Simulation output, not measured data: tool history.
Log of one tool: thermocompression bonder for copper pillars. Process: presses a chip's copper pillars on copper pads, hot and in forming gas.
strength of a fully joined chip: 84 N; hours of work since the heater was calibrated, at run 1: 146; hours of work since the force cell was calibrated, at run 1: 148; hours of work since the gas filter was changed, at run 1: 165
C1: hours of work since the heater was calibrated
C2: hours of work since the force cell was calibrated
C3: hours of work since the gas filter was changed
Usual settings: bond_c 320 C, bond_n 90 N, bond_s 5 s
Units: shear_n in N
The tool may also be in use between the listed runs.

{"run": 1, "day": 0.0, "bond_c": 320, "bond_n": 90, "bond_s": 5, "C1": 146, "C2": 148, "C3": 165, "shear_n": 34.3}
{"run": 2, "day": 0.288, "bond_c": 320, "bond_n": 80, "bond_s": 5, "C1": 149, "C2": 152, "C3": 168, "shear_n": 30.6}
{"run": 3, "day": 0.504, "bond_c": 320, "bond_n": 76, "bond_s": 5, "C1": 152, "C2": 154, "C3": 171, "shear_n": 29.4}
{"run": 4, "day": 0.846, "bond_c": 320, "bond_n": 76, "bond_s": 5, "C1": 156, "C2": 158, "C3": 175, "shear_n": 28.8}
{"run": 5, "day": 1.154, "bond_c": 324, "bond_n": 90, "bond_s": 5, "C1": 159, "C2": 162, "C3": 179, "shear_n": 36.6}
{"run": 6, "day": 1.542, "bond_c": 324, "bond_n": 90, "bond_s": 5, "C1": 164, "C2": 166, "C3": 183, "shear_n": 36.8}
{"run": 7, "day": 1.875, "bond_c": 324, "bond_n": 90, "bond_s": 5, "C1": 168, "C2": 170, "C3": 187, "shear_n": 36.2}
{"run": 8, "day": 2.083, "bond_c": 324, "bond_n": 90, "bond_s": 5, "C1": 170, "C2": 173, "C3": 189, "shear_n": 36.7}
{"run": 9, "day": 2.358, "bond_c": 324, "bond_n": 90, "bond_s": 12, "C1": 173, "C2": 176, "C3": 193, "shear_n": 49.3}
{"run": 10, "day": 2.65, "bond_c": 324, "bond_n": 90, "bond_s": 11, "C1": 177, "C2": 179, "C3": 196, "shear_n": 47.6}
{"run": 11, "day": 3.004, "bond_c": 324, "bond_n": 90, "bond_s": 11, "C1": 181, "C2": 183, "C3": 200, "shear_n": 47.4}
{"run": 12, "day": 3.292, "bond_c": 324, "bond_n": 90, "bond_s": 11, "C1": 184, "C2": 187, "C3": 204, "shear_n": 47.6}
{"run": 13, "day": 3.679, "bond_c": 318, "bond_n": 114, "bond_s": 7, "C1": 189, "C2": 191, "C3": 208, "shear_n": 48.7}
{"run": 14, "day": 3.971, "bond_c": 318, "bond_n": 114, "bond_s": 7, "C1": 192, "C2": 195, "C3": 212, "shear_n": 47.9}
{"run": 15, "day": 4.333, "bond_c": 318, "bond_n": 75, "bond_s": 7, "C1": 197, "C2": 199, "C3": 216, "shear_n": 32.6}
{"run": 16, "day": 4.688, "bond_c": 309, "bond_n": 133, "bond_s": 5, "C1": 201, "C2": 203, "C3": 220, "shear_n": 46.2}
{"run": 17, "day": 4.933, "bond_c": 316, "bond_n": 82, "bond_s": 3, "C1": 204, "C2": 206, "C3": 223, "shear_n": 24.3}
{"run": 18, "day": 5.342, "bond_c": 312, "bond_n": 119, "bond_s": 4, "C1": 209, "C2": 211, "C3": 228, "shear_n": 39.4}
{"run": 19, "day": 5.604, "bond_c": 301, "bond_n": 77, "bond_s": 14, "C1": 212, "C2": 214, "C3": 231, "shear_n": 34}
{"run": 20, "day": 5.8, "bond_c": 350, "bond_n": 90, "bond_s": 5, "C1": 214, "C2": 216, "C3": 233, "shear_n": 47.9}
{"run": 21, "day": 6.15, "bond_c": 348, "bond_n": 112, "bond_s": 5, "C1": 218, "C2": 220, "C3": 237, "shear_n": 56.8}
{"run": 22, "day": 6.462, "bond_c": 306, "bond_n": 61, "bond_s": 10, "C1": 222, "C2": 224, "C3": 241, "shear_n": 24.8}
{"run": 23, "day": 6.733, "bond_c": 306, "bond_n": 61, "bond_s": 10, "C1": 225, "C2": 227, "C3": 244, "shear_n": 25.3}
{"run": 24, "day": 6.954, "bond_c": 308, "bond_n": 57, "bond_s": 10, "C1": 228, "C2": 230, "C3": 247, "shear_n": 24.3}

5 ways to go on from here, each from the tool as it stands after run 24. What would each give?
{"run": "A", "day": 7.129, "bond_c": 311, "bond_n": 79, "bond_s": 4, "C1": 230, "C2": 232, "C3": 249, "shear_n": "?"}
{"run": "B", "day": 7.129, "bond_c": 314, "bond_n": 77, "bond_s": 12, "C1": 230, "C2": 232, "C3": 249, "shear_n": "?"}
{"run": "C", "day": 7.129, "bond_c": 292, "bond_n": 95, "bond_s": 5, "C1": 230, "C2": 232, "C3": 249, "shear_n": "?"}
{"run": "D", "day": 7.129, "bond_c": 314, "bond_n": 90, "bond_s": 5, "C1": 230, "C2": 232, "C3": 249, "shear_n": "?"}
{"run": "E", "day": 7.129, "bond_c": 308, "bond_n": 104, "bond_s": 3, "C1": 230, "C2": 232, "C3": 249, "shear_n": "?"}

run=A shear_n=24.7
run=B shear_n=38.4
run=C shear_n=26.4
run=D shear_n=32.6
run=E shear_n=29.6
Without the tool's hidden state the same runs would have given:
run=A shear_n=24
run=B shear_n=37.6
run=C shear_n=25.7
run=D shear_n=31.8
run=E shear_n=28.9
